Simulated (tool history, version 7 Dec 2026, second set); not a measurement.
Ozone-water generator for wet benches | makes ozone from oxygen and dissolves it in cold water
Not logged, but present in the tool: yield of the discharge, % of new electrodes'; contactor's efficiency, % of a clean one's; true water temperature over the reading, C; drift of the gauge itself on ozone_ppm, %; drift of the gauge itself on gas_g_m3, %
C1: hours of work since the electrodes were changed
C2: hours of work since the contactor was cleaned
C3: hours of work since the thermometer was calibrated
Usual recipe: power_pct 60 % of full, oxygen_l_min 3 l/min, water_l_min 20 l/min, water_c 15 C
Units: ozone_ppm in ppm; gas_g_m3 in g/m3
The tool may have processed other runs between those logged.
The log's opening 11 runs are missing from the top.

{"run": 12, "hour": 1450.8, "power_pct": 60, "oxygen_l_min": 3, "water_l_min": 20, "water_c": 15, "C1": 7025, "C2": 2011, "C3": 4150, "ozone_ppm": 9.6, "gas_g_m3": 126.8}
{"run": 13, "hour": 1582.8, "power_pct": 60, "oxygen_l_min": 3, "water_l_min": 20, "water_c": 15, "C1": 7126, "C2": 2112, "C3": 4251, "ozone_ppm": 9.35, "gas_g_m3": 126.7}
{"run": 14, "hour": 1752.8, "power_pct": 61, "oxygen_l_min": 3, "water_l_min": 20, "water_c": 15, "C1": 7257, "C2": 2243, "C3": 4382, "ozone_ppm": 9.46, "gas_g_m3": 128.2}
{"run": 15, "hour": 1884.1, "power_pct": 61, "oxygen_l_min": 3, "water_l_min": 20, "water_c": 15, "C1": 7358, "C2": 2344, "C3": 4483, "ozone_ppm": 9.41, "gas_g_m3": 127.8}
{"run": 16, "hour": 1975.9, "power_pct": 61, "oxygen_l_min": 3, "water_l_min": 20, "water_c": 15, "C1": 7429, "C2": 2415, "C3": 4554, "ozone_ppm": 9.21, "gas_g_m3": 128.1}
{"run": 17, "hour": 2159.4, "power_pct": 61, "oxygen_l_min": 3, "water_l_min": 20, "water_c": 15, "C1": 7570, "C2": 2556, "C3": 4695, "ozone_ppm": 9.28, "gas_g_m3": 128.6}
{"run": 18, "hour": 2246.0, "power_pct": 61, "oxygen_l_min": 1.9, "water_l_min": 25, "water_c": 15, "C1": 7636, "C2": 2622, "C3": 4761, "ozone_ppm": 6.56, "gas_g_m3": 164.1}
{"hour": 2316.2, "done": "water thermometer calibrated"}
{"run": 19, "hour": 2396.5, "power_pct": 52, "oxygen_l_min": 3, "water_l_min": 31, "water_c": 11, "C1": 7752, "C2": 2738, "C3": 62, "ozone_ppm": 5.07, "gas_g_m3": 113.1}
{"run": 20, "hour": 2561.8, "power_pct": 52, "oxygen_l_min": 3, "water_l_min": 31, "water_c": 11, "C1": 7879, "C2": 2865, "C3": 189, "ozone_ppm": 5.23, "gas_g_m3": 113.1}
{"run": 21, "hour": 2740.4, "power_pct": 74, "oxygen_l_min": 3, "water_l_min": 18, "water_c": 20, "C1": 8016, "C2": 3002, "C3": 326, "ozone_ppm": 11.1, "gas_g_m3": 146.1}
{"run": 22, "hour": 2871.8, "power_pct": 63, "oxygen_l_min": 2.43, "water_l_min": 20, "water_c": 11, "C1": 8117, "C2": 3103, "C3": 427, "ozone_ppm": 9.52, "gas_g_m3": 144.8}
{"run": 23, "hour": 2964.3, "power_pct": 63, "oxygen_l_min": 2.43, "water_l_min": 19, "water_c": 13, "C1": 8188, "C2": 3174, "C3": 498, "ozone_ppm": 9.87, "gas_g_m3": 144.6}
{"run": 24, "hour": 3095.6, "power_pct": 73, "oxygen_l_min": 2.59, "water_l_min": 15, "water_c": 17, "C1": 8289, "C2": 3275, "C3": 599, "ozone_ppm": 13.4, "gas_g_m3": 155.3}
{"run": 25, "hour": 3272.8, "power_pct": 73, "oxygen_l_min": 4.36, "water_l_min": 15, "water_c": 10, "C1": 8425, "C2": 3411, "C3": 735, "ozone_ppm": 15.05, "gas_g_m3": 114.6}
{"run": 26, "hour": 3417.3, "power_pct": 41, "oxygen_l_min": 2.76, "water_l_min": 17, "water_c": 7, "C1": 8536, "C2": 3522, "C3": 846, "ozone_ppm": 8.69, "gas_g_m3": 100}
{"run": 27, "hour": 3556.1, "power_pct": 60, "oxygen_l_min": 5.16, "water_l_min": 20, "water_c": 15, "C1": 8643, "C2": 3629, "C3": 953, "ozone_ppm": 9.34, "gas_g_m3": 92.8}
{"run": 28, "hour": 3671.9, "power_pct": 65, "oxygen_l_min": 2.66, "water_l_min": 25, "water_c": 8, "C1": 8732, "C2": 3718, "C3": 1042, "ozone_ppm": 7.65, "gas_g_m3": 139.7}

Run 29, settings as shown, results not yet in. Your forecast:
{"run": 29, "hour": 3852.3, "power_pct": 65, "oxygen_l_min": 2.66, "water_l_min": 25, "water_c": 8, "C1": 8871, "C2": 3857, "C3": 1181, "ozone_ppm": "?", "gas_g_m3": "?"}

For run 29 the tool returned ozone_ppm 7.6 ppm, gas_g_m3 139.2 g/m3.
On a tool with no hidden condition, and with the same random variation, this run would have come out at ozone_ppm 9.41 ppm, gas_g_m3 163 g/m3.

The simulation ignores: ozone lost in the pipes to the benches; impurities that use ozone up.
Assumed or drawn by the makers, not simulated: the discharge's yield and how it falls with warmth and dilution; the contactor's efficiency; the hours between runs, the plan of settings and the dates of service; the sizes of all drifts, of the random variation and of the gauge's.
